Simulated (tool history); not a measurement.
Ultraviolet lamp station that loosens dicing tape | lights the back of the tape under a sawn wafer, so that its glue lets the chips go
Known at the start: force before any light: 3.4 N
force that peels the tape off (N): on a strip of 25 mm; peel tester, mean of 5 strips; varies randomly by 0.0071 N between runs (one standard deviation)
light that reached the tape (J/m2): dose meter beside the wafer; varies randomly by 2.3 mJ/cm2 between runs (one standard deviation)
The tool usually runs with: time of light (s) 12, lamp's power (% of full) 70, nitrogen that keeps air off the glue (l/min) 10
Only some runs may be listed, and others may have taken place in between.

| run | day | time of light (s) | lamp's power (% of full) | nitrogen that keeps air off the glue (l/min) | force that peels the tape off (N) | light that reached the tape (J/m2) |
|---|---|---|---|---|---|---|
| 1 | 0.000 | 12 | 70 | 10 | 0.259 | 2090 |
|  | 1.346 | window cleaned of glue's vapour |
| 2 | 1.896 | 12 | 73 | 10 | 0.236 | 2230 |
| 3 | 3.058 | 12 | 85 | 10 | 0.215 | 2540 |
| 4 | 4.779 | 12 | 85 | 10 | 0.205 | 2570 |
| 5 | 5.962 | 12 | 85 | 18 | 0.188 | 2570 |
| 6 | 7.400 | 12 | 85 | 18 | 0.178 | 2540 |
| 7 | 9.179 | 12 | 85 | 18 | 0.191 | 2560 |
| 8 | 10.125 | 7 | 70 | 10 | 0.551 | 1210 |
| 9 | 11.679 | 12 | 74 | 10 | 0.236 | 2230 |
| 10 | 12.617 | 12 | 74 | 10 | 0.238 | 2240 |
| 11 | 13.542 | 12 | 81 | 10 | 0.212 | 2420 |
| 12 | 15.362 | 20 | 77 | 10 | 0.184 | 3860 |
| 13 | 17.183 | 20 | 77 | 10 | 0.184 | 3870 |
| 14 | 18.742 | 20 | 78 | 3 | 0.227 | 3920 |

Estimate the outcome of run 15 from the log above:
| 15 | 20.171 | 13 | 78 | 9 | ? | ? |

Run 15 yielded force that peels the tape off (N) 0.219, light that reached the tape (J/m2) 2540.
Had the tool carried no hidden state, the very same run would have given force that peels the tape off (N) 0.219, light that reached the tape (J/m2) 2550.

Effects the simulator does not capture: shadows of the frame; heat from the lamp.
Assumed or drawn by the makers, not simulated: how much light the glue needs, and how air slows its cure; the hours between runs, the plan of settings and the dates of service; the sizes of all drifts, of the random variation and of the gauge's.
